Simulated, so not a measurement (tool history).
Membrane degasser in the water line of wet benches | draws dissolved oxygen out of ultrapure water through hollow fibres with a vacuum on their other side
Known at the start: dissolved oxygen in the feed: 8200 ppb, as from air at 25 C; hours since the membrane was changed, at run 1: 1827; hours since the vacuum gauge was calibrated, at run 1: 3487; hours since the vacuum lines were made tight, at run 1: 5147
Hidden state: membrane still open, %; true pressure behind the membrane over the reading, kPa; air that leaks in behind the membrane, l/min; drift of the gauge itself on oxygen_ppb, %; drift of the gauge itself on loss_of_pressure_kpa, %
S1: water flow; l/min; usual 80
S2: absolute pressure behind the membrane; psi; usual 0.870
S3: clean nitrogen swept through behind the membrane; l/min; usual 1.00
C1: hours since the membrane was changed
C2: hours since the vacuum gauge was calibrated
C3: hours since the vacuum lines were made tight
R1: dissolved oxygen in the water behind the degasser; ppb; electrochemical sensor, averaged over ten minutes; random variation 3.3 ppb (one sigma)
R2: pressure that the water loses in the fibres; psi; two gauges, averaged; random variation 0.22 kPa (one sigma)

run 1 hour=0.0 | S1=80 S2=0.870 S3=1.00 | C1=1827 C2=3487 C3=5147 | R1=368.3 R2=7.931
run 2 hour=29.2 | S1=80 S2=0.870 S3=1.00 | C1=1856 C2=3516 C3=5176 | R1=368.9 R2=7.918
run 3 hour=73.1 | S1=80 S2=0.870 S3=0.89 | C1=1900 C2=3560 C3=5220 | R1=395.5 R2=7.919
run 4 hour=118.4 | S1=80 S2=0.870 S3=0.89 | C1=1945 C2=3605 C3=5265 | R1=396.3 R2=7.993
run 5 hour=169.1 | S1=80 S2=0.870 S3=0.89 | C1=1996 C2=3656 C3=5316 | R1=389.8 R2=7.923
run 6 hour=197.6 | S1=80 S2=0.870 S3=0.89 | C1=2024 C2=3684 C3=5344 | R1=403.6 R2=7.928
run 7 hour=244.6 | S1=80 S2=1.680 S3=0.89 | C1=2071 C2=3731 C3=5391 | R1=1098.3 R2=7.965
run 8 hour=272.4 | S1=80 S2=1.680 S3=0.89 | C1=2099 C2=3759 C3=5419 | R1=1109.8 R2=7.841
run 9 hour=317.8 | S1=80 S2=1.680 S3=0.89 | C1=2145 C2=3804 C3=5464 | R1=1101.4 R2=7.922
run 10 hour=356.3 | S1=80 S2=1.680 S3=0.89 | C1=2183 C2=3843 C3=5503 | R1=1089.7 R2=7.912
run 11 hour=380.2 | S1=80 S2=1.680 S3=0.89 | C1=2207 C2=3867 C3=5527 | R1=1104.2 R2=7.905
run 12 hour=406.4 | S1=80 S2=0.818 S3=0.89 | C1=2233 C2=3893 C3=5553 | R1=347.1 R2=7.867
run 13 hour=434.4 | S1=80 S2=0.818 S3=0.89 | C1=2261 C2=3921 C3=5581 | R1=347.0 R2=7.921
run 14 hour=474.1 | S1=80 S2=0.818 S3=0.89 | C1=2301 C2=3961 C3=5621 | R1=344.5 R2=7.916
run 15 hour=501.2 | S1=80 S2=0.870 S3=1.88 | C1=2328 C2=3988 C3=5648 | R1=237.1 R2=7.876
run 16 hour=525.1 | S1=80 S2=0.870 S3=1.88 | C1=2352 C2=4012 C3=5672 | R1=240.1 R2=7.852
run 17 hour=550.0 | S1=80 S2=0.870 S3=1.88 | C1=2377 C2=4037 C3=5697 | R1=242.5 R2=7.892
run 18 hour=575.5 | S1=105 S2=0.870 S3=2.19 | C1=2402 C2=4062 C3=5722 | R1=267.3 R2=10.274
run 19 hour=612.7 | S1=108 S2=0.870 S3=1.00 | C1=2439 C2=4099 C3=5759 | R1=455.2 R2=10.586
run 20 hour=650.4 | S1=80 S2=0.585 S3=1.00 | C1=2477 C2=4137 C3=5797 | R1=117.1 R2=7.854
run 21 hour=698.1 | S1=80 S2=0.585 S3=1.00 | C1=2525 C2=4185 C3=5845 | R1=116.5 R2=7.849
run 22 hour=733.8 | S1=80 S2=1.800 S3=1.20 | C1=2561 C2=4220 C3=5880 | R1=1007.8 R2=7.878
run 23 hour=776.2 | S1=80 S2=1.800 S3=1.20 | C1=2603 C2=4263 C3=5923 | R1=996.8 R2=7.836
run 24 hour=811.2 | S1=60 S2=1.653 S3=1.77 | C1=2638 C2=4298 C3=5958 | R1=547.6 R2=5.875

Forecast each of these 5 alternatives for the next run:
run A hour=838.1 | S1=80 S2=0.870 S3=0.70 | C1=2665 C2=4325 C3=5985 | R1=? R2=?
run B hour=838.1 | S1=56 S2=1.653 S3=1.77 | C1=2665 C2=4325 C3=5985 | R1=? R2=?
run C hour=838.1 | S1=80 S2=0.870 S3=0.96 | C1=2665 C2=4325 C3=5985 | R1=? R2=?
run D hour=838.1 | S1=69 S2=1.359 S3=1.00 | C1=2665 C2=4325 C3=5985 | R1=? R2=?
run E hour=838.1 | S1=60 S2=1.366 S3=1.14 | C1=2665 C2=4325 C3=5985 | R1=? R2=?

run=A R1=451.3 R2=7.836
run=B R1=518.5 R2=5.453
run=C R1=375.8 R2=7.836
run=D R1=696.2 R2=6.778
run=E R1=586.1 R2=5.860
Without the tool's hidden state the same runs would have given:
run=A R1=451.1 R2=7.950
run=B R1=518.5 R2=5.530
run=C R1=375.6 R2=7.950
run=D R1=696.0 R2=6.875
run=E R1=585.9 R2=5.944
